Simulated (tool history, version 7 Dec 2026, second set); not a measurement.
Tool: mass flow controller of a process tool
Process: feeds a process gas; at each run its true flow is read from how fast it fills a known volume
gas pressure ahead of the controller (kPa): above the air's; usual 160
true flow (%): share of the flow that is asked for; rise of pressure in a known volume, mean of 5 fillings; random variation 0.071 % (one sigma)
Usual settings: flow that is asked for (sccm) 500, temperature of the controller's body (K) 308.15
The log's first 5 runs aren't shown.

run,hour,flow that is asked for (sccm),gas pressure ahead of the controller (kPa),temperature of the controller's body (K),true flow (%)
6,1205.3,500,160,308.15,101.35
7,1479.9,500,160,308.15,101.49
8,1767.6,500,160,308.15,101.48
9,1936.7,500,160,308.15,101.60
10,2293.9,444,160,308.15,101.70
11,2496.8,444,160,308.15,101.84
12,2702.5,444,160,308.15,101.92
13,3093.4,444,160,308.15,102.04
14,3440.7,444,160,308.15,102.13
15,3801.7,444,160,308.15,102.26
16,4021.3,434,265,311.15,101.78
17,4383.0,121,247,301.15,104.71
18,4587.2,665,176,297.15,101.71
19,4865.1,234,171,308.15,103.60
20,5077.2,345,160,307.15,102.89
21,5412.9,500,219,299.15,101.92
# hour 5429.2: controller's zero set anew
22,5582.7,154,232,308.15,105.85
23,5877.2,154,232,308.15,105.93
24,6186.7,148,210,308.15,106.57
25,6356.0,148,210,308.15,106.85
# hour 6485.3: controller's zero set anew, once more
26,6569.7,148,210,308.15,100.90
27,6932.1,500,166,299.15,101.19
28,7277.1,274,231,299.15,100.81
29,7669.7,126,231,302.15,101.35
30,7989.1,835,188,308.15,102.04

4 ways to go on from here, each from the tool as it stands after run 30. What would each give?
A,8160.7,844,271,295.15,?
B,8160.7,606,171,301.15,?
C,8160.7,105,188,308.15,?
D,8160.7,260,188,300.15,?

run,true flow (%)
A,101.12
B,101.71
C,102.61
D,101.42
Without the tool's hidden state the same runs would have given:
run,true flow (%)
A,99.32
B,99.84
C,99.52
D,99.21
